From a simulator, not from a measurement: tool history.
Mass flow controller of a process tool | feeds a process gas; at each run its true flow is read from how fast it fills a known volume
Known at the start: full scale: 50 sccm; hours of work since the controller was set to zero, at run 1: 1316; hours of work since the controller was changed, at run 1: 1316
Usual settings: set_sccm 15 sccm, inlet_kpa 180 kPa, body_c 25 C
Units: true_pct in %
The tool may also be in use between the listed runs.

run	hour	set_sccm	inlet_kpa	body_c	hours of work since the controller was set to zero	hours of work since the controller was changed	true_pct
1	0	15	180	25	1316	1316	98.51
2	150.7	15	180	25	1362	1362	98.49
3	308.9	15	180	25	1410	1410	98.46
4	619	15	180	25	1504	1504	98.47
5	765.2	15	180	25	1549	1549	98.41
6	952.1	15	180	25	1605	1605	98.35
7	1087.1	15	180	25	1646	1646	98.27
8	1352.1	15	180	25	1727	1727	98.23
9	1571	15	180	25	1793	1793	98.21
10	1875.3	15	180	25	1886	1886	98.12
11	2178.6	7	180	25	1978	1978	97.18
12	2448.6	15	180	25	2060	2060	98.03
13	2582.4	15	180	25	2100	2100	98.07
14	2763.6	15	180	25	2155	2155	97.99
15	2893.7	15	180	25	2195	2195	97.96
16	3097.8	15	180	25	2257	2257	97.89
17	3285.5	15	180	25	2314	2314	97.75
18	3469.7	15	180	25	2370	2370	97.77
19	3766.1	15	180	25	2460	2460	97.82
20	3928.3	15	180	25	2509	2509	97.72
21	4203.2	15	180	25	2593	2593	97.87
22	4335.5	15	154	25	2633	2633	97.66
23	4572.4	18	180	25	2705	2705	97.74
24	4885.9	14	180	27	2800	2800	97.59
25	5119.7	14	180	27	2871	2871	97.44
26	5363.7	14	180	27	2945	2945	97.35
27	5640.7	10	183	37	3029	3029	97.33
28	5783.7	10	183	37	3072	3072	97.28
29	5991.6	10	183	37	3136	3136	97.28
30	6206.2	31	200	25	3201	3201	97.93
31	6426.7	31	200	25	3268	3268	98.15
32	6667.9	31	200	25	3341	3341	98.02
33	6918	31	200	25	3417	3417	98.1
34	7087.1	12	180	29	3468	3468	97
35	7318.3	39	187	29	3538	3538	98.51
36	7530.2	15	180	30	3603	3603	97.3
37	7751.8	15	180	39	3670	3670	97.74
38	7929.9	10	199	29	3724	3724	96.47
39	8106.1	25	199	29	3778	3778	97.93
40	8232.6	25	199	29	3816	3816	97.77
41	8527.4	25	199	29	3906	3906	97.9
42	8777.1	39	175	39	3981	3981	98.87
43	8908.3	15	162	20	4021	4021	96.62
44	9198	15	162	20	4109	4109	96.32
45	9459	38	246	25	4189	4189	98.07
46	9640.9	38	246	25	4244	4244	98.02

Some steps in true_pct between neighbouring runs. How much of each would the tool show without its hidden state too (settings, what came in, random variation), and how much is left for the hidden state, with any gauge scatter that isn't in both results?
The hidden state here: flow at rest that the sensor doesn't see, % of full scale; true flow over the shown one, %; drift of the gauge itself on true_pct, %.
Run 29 -> 30: set_sccm 10 -> 31, inlet_kpa 183 -> 200, body_c 37 -> 25. true_pct +0.65 %: hidden state +1.14, all else -0.49.
Run 34 -> 35: set_sccm 12 -> 39, inlet_kpa 180 -> 187. true_pct +1.51 %: hidden state +1.05, all else +0.46.
Run 38 -> 39: set_sccm 10 -> 25. true_pct +1.46 %: hidden state +1.18, all else +0.28.
Run 42 -> 43: set_sccm 39 -> 15, inlet_kpa 175 -> 162, body_c 39 -> 20. true_pct -2.25 %: hidden state -0.89, all else -1.36.
Run 44 -> 45: set_sccm 15 -> 38, inlet_kpa 162 -> 246, body_c 20 -> 25. true_pct +1.75 %: hidden state +0.86, all else +0.89.
